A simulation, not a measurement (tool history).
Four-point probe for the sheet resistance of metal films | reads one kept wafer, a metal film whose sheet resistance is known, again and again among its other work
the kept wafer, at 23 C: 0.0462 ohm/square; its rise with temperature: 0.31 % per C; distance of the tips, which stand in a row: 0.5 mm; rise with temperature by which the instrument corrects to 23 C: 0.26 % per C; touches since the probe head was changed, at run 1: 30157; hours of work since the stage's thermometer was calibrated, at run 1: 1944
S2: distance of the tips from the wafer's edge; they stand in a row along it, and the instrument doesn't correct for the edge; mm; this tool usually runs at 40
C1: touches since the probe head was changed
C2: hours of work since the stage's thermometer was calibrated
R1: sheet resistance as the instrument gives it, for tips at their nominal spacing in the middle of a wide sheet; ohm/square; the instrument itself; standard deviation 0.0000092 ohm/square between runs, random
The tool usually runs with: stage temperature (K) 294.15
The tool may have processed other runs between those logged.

{"run": 1, "hour": 0.0, "stage temperature (K)": 294.15, "S2": 40, "C1": 30157, "C2": 1944, "R1": 0.046172}
{"run": 2, "hour": 139.6, "stage temperature (K)": 294.15, "S2": 40, "C1": 31445, "C2": 2003, "R1": 0.046151}
{"run": 3, "hour": 260.5, "stage temperature (K)": 294.15, "S2": 40, "C1": 32561, "C2": 2054, "R1": 0.04617}
{"run": 4, "hour": 326.6, "stage temperature (K)": 294.15, "S2": 57, "C1": 33171, "C2": 2083, "R1": 0.04616}
{"run": 5, "hour": 389.4, "stage temperature (K)": 294.15, "S2": 57, "C1": 33751, "C2": 2109, "R1": 0.046169}
{"run": 6, "hour": 494.4, "stage temperature (K)": 294.15, "S2": 57, "C1": 34720, "C2": 2154, "R1": 0.046166}
{"run": 7, "hour": 612.9, "stage temperature (K)": 294.15, "S2": 51, "C1": 35814, "C2": 2204, "R1": 0.046159}
{"run": 8, "hour": 733.3, "stage temperature (K)": 294.15, "S2": 51, "C1": 36924, "C2": 2255, "R1": 0.046156}
{"hour": 745.6, "done": "stage's thermometer calibrated"}
{"run": 9, "hour": 802.5, "stage temperature (K)": 294.15, "S2": 51, "C1": 37559, "C2": 24, "R1": 0.046181}
{"run": 10, "hour": 890.2, "stage temperature (K)": 292.15, "S2": 40, "C1": 38368, "C2": 61, "R1": 0.046153}
{"run": 11, "hour": 972.8, "stage temperature (K)": 294.15, "S2": 40, "C1": 39130, "C2": 97, "R1": 0.04619}
{"run": 12, "hour": 1051.3, "stage temperature (K)": 293.15, "S2": 7, "C1": 39855, "C2": 130, "R1": 0.046276}
{"run": 13, "hour": 1186.1, "stage temperature (K)": 293.15, "S2": 38, "C1": 41099, "C2": 187, "R1": 0.046161}
{"hour": 1209.9, "done": "stage's thermometer calibrated, once more"}
{"run": 14, "hour": 1313.1, "stage temperature (K)": 294.15, "S2": 37, "C1": 42267, "C2": 44, "R1": 0.04609}
{"run": 15, "hour": 1388.5, "stage temperature (K)": 294.15, "S2": 37, "C1": 42963, "C2": 76, "R1": 0.046076}
{"run": 16, "hour": 1525.0, "stage temperature (K)": 300.15, "S2": 53, "C1": 44222, "C2": 134, "R1": 0.0462}
{"run": 17, "hour": 1624.4, "stage temperature (K)": 298.15, "S2": 15, "C1": 45140, "C2": 176, "R1": 0.046189}
{"run": 18, "hour": 1713.8, "stage temperature (K)": 308.15, "S2": 6, "C1": 45965, "C2": 214, "R1": 0.046529}
{"run": 19, "hour": 1784.0, "stage temperature (K)": 299.15, "S2": 63, "C1": 46613, "C2": 244, "R1": 0.046173}
{"run": 20, "hour": 1897.7, "stage temperature (K)": 299.15, "S2": 63, "C1": 47663, "C2": 292, "R1": 0.046169}
{"run": 21, "hour": 2022.3, "stage temperature (K)": 302.15, "S2": 7, "C1": 48812, "C2": 345, "R1": 0.046359}

3 options for the next run, each taken on its own from the tool as it stands now. Forecast them:
{"run": "A", "hour": 2156.9, "stage temperature (K)": 306.15, "S2": 7, "C1": 50054, "C2": 402, "R1": "?"}
{"run": "B", "hour": 2156.9, "stage temperature (K)": 302.15, "S2": 5, "C1": 50054, "C2": 402, "R1": "?"}
{"run": "C", "hour": 2156.9, "stage temperature (K)": 305.15, "S2": 25, "C1": 50054, "C2": 402, "R1": "?"}

run=A R1=0.046449
run=B R1=0.046486
run=C R1=0.046321
What these runs would have given with no unlogged condition in the tool:
run=A R1=0.046533
run=B R1=0.046571
run=C R1=0.046405

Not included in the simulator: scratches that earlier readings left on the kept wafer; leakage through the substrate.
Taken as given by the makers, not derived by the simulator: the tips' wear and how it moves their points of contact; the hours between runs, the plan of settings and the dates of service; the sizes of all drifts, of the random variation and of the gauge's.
